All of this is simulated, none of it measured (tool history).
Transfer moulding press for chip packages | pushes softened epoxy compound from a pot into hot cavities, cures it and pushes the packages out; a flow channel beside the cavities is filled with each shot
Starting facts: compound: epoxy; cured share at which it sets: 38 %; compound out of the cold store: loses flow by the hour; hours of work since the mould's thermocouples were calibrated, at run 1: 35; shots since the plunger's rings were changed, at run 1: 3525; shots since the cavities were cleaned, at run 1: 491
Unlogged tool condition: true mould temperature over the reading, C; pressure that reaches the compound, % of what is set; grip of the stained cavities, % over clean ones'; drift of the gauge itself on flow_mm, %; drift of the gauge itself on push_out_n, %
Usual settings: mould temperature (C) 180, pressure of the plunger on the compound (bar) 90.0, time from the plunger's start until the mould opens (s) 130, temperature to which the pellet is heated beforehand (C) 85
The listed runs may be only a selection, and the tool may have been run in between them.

run   hour  mould temperature (C)  pressure of the plunger on the compound (bar)  time from the plunger's start until the mould opens (s)  temperature to which the pellet is heated beforehand (C)  hours of work since the mould's thermocouples were calibrated  shots since the plunger's rings were changed  shots since the cavities were cleaned  incoming compound's hours out of the cold store  length that the compound runs in the flow channel (mm)  greatest force on the pins that push the packages out (N)
  1    0.0                    180                                           90.0                                                      130                                                        85                                                             35                                          3525                                    491                                             31.5                                                     913                                                        224
  2   24.0                    180                                           90.0                                                      130                                                        85                                                             45                                          3661                                    627                                             28.2                                                     928                                                        224
  3   58.5                    180                                           90.0                                                      130                                                        85                                                             59                                          3857                                    823                                             35.4                                                     893                                                        232
      90.3  -- cavities cleaned with cleaning compound and waxed
  4  105.5                    180                                           90.0                                                      130                                                        85                                                             77                                          4115                                     86                                             44.0                                                     847                                                        184
  5  134.7                    180                                           90.0                                                      130                                                        81                                                             89                                          4281                                    252                                              9.3                                                    1027                                                        196
     162.4  -- plunger's sealing rings changed
  6  162.4                    174                                           87.0                                                      130                                                        81                                                             99                                             0                                    395                                              9.1                                                    1084                                                        271
  7  200.3                    174                                           87.0                                                      130                                                        81                                                            114                                           216                                    611                                             20.3                                                    1014                                                        283
  8  235.4                    174                                           87.0                                                      130                                                        77                                                            129                                           415                                    810                                             42.5                                                     887                                                        291
     270.2  -- cavities cleaned with cleaning compound and waxed
  9  275.7                    180                                           74.4                                                      120                                                        77                                                            144                                           635                                     31                                             13.3                                                     949                                                        193
 10  297.1                    174                                           74.4                                                      120                                                        77                                                            153                                           757                                    153                                             30.5                                                     880                                                        266

Pick out some run-to-run changes in length that the compound runs in the flow channel (mm). Of each, how much would a tool without hidden state show as well, from the settings, what came in and chance, and how much is left for the hidden state and any gauge scatter not in both results compared?
Run 4 -> 5: temperature to which the pellet is heated beforehand (C) 85 -> 81. length that the compound runs in the flow channel (mm) +180: hidden state -10, all else +190.
Run 5 -> 6: mould temperature (C) 180 -> 174, pressure of the plunger on the compound (bar) 90.0 -> 87.0, plunger's sealing rings changed. length that the compound runs in the flow channel (mm) +57: hidden state +46, all else +11.
